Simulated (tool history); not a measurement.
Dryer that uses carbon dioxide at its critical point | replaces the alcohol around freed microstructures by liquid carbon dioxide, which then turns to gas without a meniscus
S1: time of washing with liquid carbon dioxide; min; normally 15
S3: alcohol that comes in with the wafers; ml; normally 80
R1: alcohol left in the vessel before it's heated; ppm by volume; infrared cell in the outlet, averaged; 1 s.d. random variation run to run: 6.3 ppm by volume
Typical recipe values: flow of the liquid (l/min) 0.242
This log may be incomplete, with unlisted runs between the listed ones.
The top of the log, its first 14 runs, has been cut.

run 15 hour=648.5 | S1=15 flow_of_the_liquid_(l/min)=0.242 S3=113 | R1=535
run 16 hour=678.7 | S1=15 flow_of_the_liquid_(l/min)=0.242 S3=21 | R1=228
run 17 hour=723 | S1=15 flow_of_the_liquid_(l/min)=0.242 S3=51 | R1=342
run 18 hour=752.1 | S1=15 flow_of_the_liquid_(l/min)=0.242 S3=51 | R1=349
run 19 hour=813.7 | S1=15 flow_of_the_liquid_(l/min)=0.242 S3=51 | R1=359
run 20 hour=844.3 | S1=15 flow_of_the_liquid_(l/min)=0.242 S3=23 | R1=271
run 21 hour=879.3 | S1=15 flow_of_the_liquid_(l/min)=0.242 S3=23 | R1=263
run 22 hour=944.4 | S1=15 flow_of_the_liquid_(l/min)=0.242 S3=23 | R1=277
run 23 hour=1005.5 | S1=15 flow_of_the_liquid_(l/min)=0.242 S3=80 | R1=539
-- hour=1039.9 purifier's bed changed
run 24 hour=1058.9 | S1=14 flow_of_the_liquid_(l/min)=0.242 S3=105 | R1=739
run 25 hour=1101.8 | S1=14 flow_of_the_liquid_(l/min)=0.242 S3=105 | R1=767
run 26 hour=1140.7 | S1=15 flow_of_the_liquid_(l/min)=0.333 S3=80 | R1=61
run 27 hour=1197.6 | S1=15 flow_of_the_liquid_(l/min)=0.333 S3=80 | R1=64
run 28 hour=1262.4 | S1=16 flow_of_the_liquid_(l/min)=0.333 S3=24 | R1=29
-- hour=1272.4 inlet filter changed
run 29 hour=1300.4 | S1=10 flow_of_the_liquid_(l/min)=0.196 S3=119 | R1=7250
run 30 hour=1332.2 | S1=13 flow_of_the_liquid_(l/min)=0.204 S3=82 | R1=1513
run 31 hour=1364.8 | S1=18 flow_of_the_liquid_(l/min)=0.245 S3=41 | R1=69
run 32 hour=1401.1 | S1=11 flow_of_the_liquid_(l/min)=0.242 S3=80 | R1=1571
run 33 hour=1429.9 | S1=22 flow_of_the_liquid_(l/min)=0.376 S3=77 | R1=34

Run 34 is up next; what results do you expect?
run 34 hour=1485.4 | S1=10 flow_of_the_liquid_(l/min)=0.176 S3=80 | R1=?

R1: 7285 ppm by volume
Minus the tool's unlogged condition, the same run would have read R1 6585 ppm by volume.
